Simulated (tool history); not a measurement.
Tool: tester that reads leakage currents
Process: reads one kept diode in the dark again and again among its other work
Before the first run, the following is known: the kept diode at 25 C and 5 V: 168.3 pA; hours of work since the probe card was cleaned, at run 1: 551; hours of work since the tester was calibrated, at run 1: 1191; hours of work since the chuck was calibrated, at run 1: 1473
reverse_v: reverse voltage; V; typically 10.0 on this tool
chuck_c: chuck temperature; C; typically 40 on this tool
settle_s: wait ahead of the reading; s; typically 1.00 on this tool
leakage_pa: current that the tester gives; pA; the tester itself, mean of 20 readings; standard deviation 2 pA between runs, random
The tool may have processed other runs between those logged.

run	hour	reverse_v	chuck_c	settle_s	hours of work since the probe card was cleaned	hours of work since the tester was calibrated	hours of work since the chuck was calibrated	leakage_pa
1	0.0	10.0	40	1.00	551	1191	1473	735.85
2	53.3	10.0	40	1.00	592	1232	1514	736.11
3	173.9	10.0	40	1.00	685	1325	1607	738.76
4	268.7	10.0	40	1.00	758	1398	1680	745.49
5	366.9	10.0	25	1.00	833	1473	1755	258.68
6	433.7	10.0	25	1.00	885	1524	1806	260.87
7	530.1	10.0	25	1.00	959	1599	1881	261.33
8	598.9	10.0	40	1.39	1012	1651	1933	755.41
9	684.5	10.0	40	1.39	1077	1717	1999	753.99
10	803.8	10.0	36	1.00	1169	1809	2091	578.85
# hour 821.3: chuck's temperature calibrated
11	930.2	10.0	43	1.00	1265	1905	84	846.03
12	1039.9	10.0	43	1.00	1349	1989	168	852.68
13	1113.8	10.0	43	1.00	1406	2046	225	855.00
14	1177.5	10.0	21	1.00	1455	2095	274	185.81
15	1242.9	10.0	21	1.00	1505	2145	324	186.49
16	1318.8	10.0	21	1.00	1563	2203	382	186.23
17	1415.7	10.0	21	1.00	1638	2278	457	188.24
# hour 1478.0: tester calibrated
18	1540.7	10.0	40	1.00	1732	48	551	703.97
19	1623.4	10.0	40	1.17	1796	112	615	705.22
20	1710.1	10.0	40	1.00	1863	178	682	706.53
21	1768.1	10.0	40	1.00	1907	223	726	714.70
22	1865.4	10.0	40	1.00	1982	298	801	715.48
23	1974.4	17.2	45	1.00	2066	381	885	1268.39
24	2088.1	10.4	59	1.99	2153	469	972	2467.63
25	2198.0	10.0	23	1.00	2238	553	1057	226.33
26	2248.8	10.0	23	6.02	2277	592	1096	225.24
27	2353.7	10.0	23	6.02	2357	673	1176	226.38
28	2457.1	10.0	34	6.02	2437	752	1256	487.25
29	2570.2	8.1	34	4.21	2524	839	1343	447.94
30	2677.1	8.1	34	4.21	2606	922	1425	454.01
31	2734.8	15.5	34	4.21	2650	966	1469	605.94
32	2826.8	7.1	40	1.00	2721	1037	1540	641.74
33	2915.5	5.7	22	1.00	2789	1105	1608	170.71
34	2995.9	13.9	22	1.00	2851	1167	1670	264.45
35	3071.9	3.3	42	1.30	2909	1225	1728	534.05
36	3162.0	3.3	42	1.30	2978	1294	1797	535.20
37	3233.1	5.6	46	1.00	3033	1349	1852	878.51
# hour 3248.8: probe card cleaned and baked
38	3319.5	2.1	37	1.66	54	1413	1916	310.98
39	3389.8	9.4	40	3.78	108	1467	1970	722.18
40	3507.3	9.4	40	3.78	199	1557	2060	724.67

A few steps of leakage_pa between consecutive runs. Split each: what settings, incoming material and random variation would produce without the hidden state, and what is left over for the hidden state, along with gauge scatter present in only one of the two compared results (measured, and without hidden state):
What the log doesn't record here: stray current of the dirty probe card, pA a volt; current scale over the true one, %; true chuck temperature over the reading, C; drift of the gauge itself on leakage_pa, %.
Run 10 -> 11: chuck_c 36 -> 43, chuck's temperature calibrated. leakage_pa +267.18 pA: hidden state -48.38, all else +315.56.
Run 13 -> 14: chuck_c 43 -> 21. leakage_pa -669.19 pA: hidden state -11.92, all else -657.27.
Run 23 -> 24: reverse_v 17.2 -> 10.4, chuck_c 45 -> 59, settle_s 1.00 -> 1.99. leakage_pa +1199.24 pA: hidden state +35.24, all else +1164.00.
Run 24 -> 25: reverse_v 10.4 -> 10.0, chuck_c 59 -> 23, settle_s 1.99 -> 1.00. leakage_pa -2241.30 pA: hidden state -79.97, all else -2161.33.
Run 37 -> 38: reverse_v 5.6 -> 2.1, chuck_c 46 -> 37, settle_s 1.00 -> 1.66, probe card cleaned and baked. leakage_pa -567.53 pA: hidden state -58.86, all else -508.67.
